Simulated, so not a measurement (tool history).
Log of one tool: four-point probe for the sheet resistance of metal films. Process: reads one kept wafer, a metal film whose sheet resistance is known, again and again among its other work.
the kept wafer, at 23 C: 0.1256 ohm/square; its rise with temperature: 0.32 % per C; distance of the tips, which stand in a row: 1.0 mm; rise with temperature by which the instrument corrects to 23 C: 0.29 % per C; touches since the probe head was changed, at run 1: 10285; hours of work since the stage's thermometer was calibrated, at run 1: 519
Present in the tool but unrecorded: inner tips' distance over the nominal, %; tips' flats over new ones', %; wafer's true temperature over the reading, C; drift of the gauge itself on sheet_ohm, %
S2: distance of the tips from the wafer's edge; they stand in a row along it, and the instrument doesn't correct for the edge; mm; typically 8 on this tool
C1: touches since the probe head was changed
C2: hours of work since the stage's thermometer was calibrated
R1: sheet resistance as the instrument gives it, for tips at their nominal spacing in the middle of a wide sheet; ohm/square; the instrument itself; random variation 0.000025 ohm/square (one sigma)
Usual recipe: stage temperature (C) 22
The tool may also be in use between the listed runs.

{"run": 1, "hour": 0.0, "stage temperature (C)": 22, "S2": 8, "C1": 10285, "C2": 519, "R1": 0.126169}
{"run": 2, "hour": 8.4, "stage temperature (C)": 22, "S2": 8, "C1": 10622, "C2": 524, "R1": 0.12618}
{"run": 3, "hour": 19.7, "stage temperature (C)": 22, "S2": 21, "C1": 11073, "C2": 531, "R1": 0.125278}
{"run": 4, "hour": 26.5, "stage temperature (C)": 22, "S2": 21, "C1": 11344, "C2": 535, "R1": 0.125304}
{"run": 5, "hour": 40.2, "stage temperature (C)": 22, "S2": 21, "C1": 11891, "C2": 543, "R1": 0.125322}
{"run": 6, "hour": 51.9, "stage temperature (C)": 22, "S2": 21, "C1": 12359, "C2": 550, "R1": 0.125323}
{"run": 7, "hour": 64.3, "stage temperature (C)": 22, "S2": 66, "C1": 12858, "C2": 557, "R1": 0.125159}
{"run": 8, "hour": 72.7, "stage temperature (C)": 22, "S2": 66, "C1": 13191, "C2": 562, "R1": 0.125146}
{"run": 9, "hour": 87.7, "stage temperature (C)": 22, "S2": 66, "C1": 13792, "C2": 571, "R1": 0.125215}
{"run": 10, "hour": 102.9, "stage temperature (C)": 22, "S2": 8, "C1": 14401, "C2": 580, "R1": 0.126218}
{"run": 11, "hour": 111.4, "stage temperature (C)": 22, "S2": 22, "C1": 14738, "C2": 585, "R1": 0.125314}
{"run": 12, "hour": 125.1, "stage temperature (C)": 20, "S2": 40, "C1": 15287, "C2": 593, "R1": 0.125079}
{"hour": 126.9, "done": "stage's thermometer calibrated"}
{"run": 13, "hour": 135.2, "stage temperature (C)": 20, "S2": 40, "C1": 15672, "C2": 5, "R1": 0.12519}
{"run": 14, "hour": 142.5, "stage temperature (C)": 20, "S2": 40, "C1": 15962, "C2": 9, "R1": 0.125172}
{"run": 15, "hour": 156.7, "stage temperature (C)": 20, "S2": 40, "C1": 16529, "C2": 17, "R1": 0.125184}
{"run": 16, "hour": 163.1, "stage temperature (C)": 20, "S2": 40, "C1": 16785, "C2": 21, "R1": 0.125162}
{"run": 17, "hour": 177.9, "stage temperature (C)": 20, "S2": 14, "C1": 17379, "C2": 30, "R1": 0.125501}
{"hour": 192.6, "done": "stage's thermometer calibrated, once more"}
{"run": 18, "hour": 192.8, "stage temperature (C)": 21, "S2": 14, "C1": 17955, "C2": 0, "R1": 0.12541}
{"run": 19, "hour": 203.3, "stage temperature (C)": 21, "S2": 14, "C1": 18373, "C2": 6, "R1": 0.125384}
{"run": 20, "hour": 210.4, "stage temperature (C)": 25, "S2": 4, "C1": 18658, "C2": 10, "R1": 0.129321}
{"run": 21, "hour": 217.3, "stage temperature (C)": 20, "S2": 33, "C1": 18935, "C2": 15, "R1": 0.12508}

Below are 5 alternative next runs, each starting from the tool's condition after run 21. Predict each:
{"run": "A", "hour": 231.7, "stage temperature (C)": 20, "S2": 15, "C1": 19507, "C2": 23, "R1": "?"}
{"run": "B", "hour": 231.7, "stage temperature (C)": 25, "S2": 16, "C1": 19507, "C2": 23, "R1": "?"}
{"run": "C", "hour": 231.7, "stage temperature (C)": 21, "S2": 6, "C1": 19507, "C2": 23, "R1": "?"}
{"run": "D", "hour": 231.7, "stage temperature (C)": 22, "S2": 19, "C1": 19507, "C2": 23, "R1": "?"}
{"run": "E", "hour": 231.7, "stage temperature (C)": 22, "S2": 68, "C1": 19507, "C2": 23, "R1": "?"}

run=A R1=0.125291
run=B R1=0.125493
run=C R1=0.126908
run=D R1=0.125290
run=E R1=0.125140
Without the tool's hidden state the same runs would have given:
run=A R1=0.125755
run=B R1=0.125957
run=C R1=0.127377
run=D R1=0.125754
run=E R1=0.125603

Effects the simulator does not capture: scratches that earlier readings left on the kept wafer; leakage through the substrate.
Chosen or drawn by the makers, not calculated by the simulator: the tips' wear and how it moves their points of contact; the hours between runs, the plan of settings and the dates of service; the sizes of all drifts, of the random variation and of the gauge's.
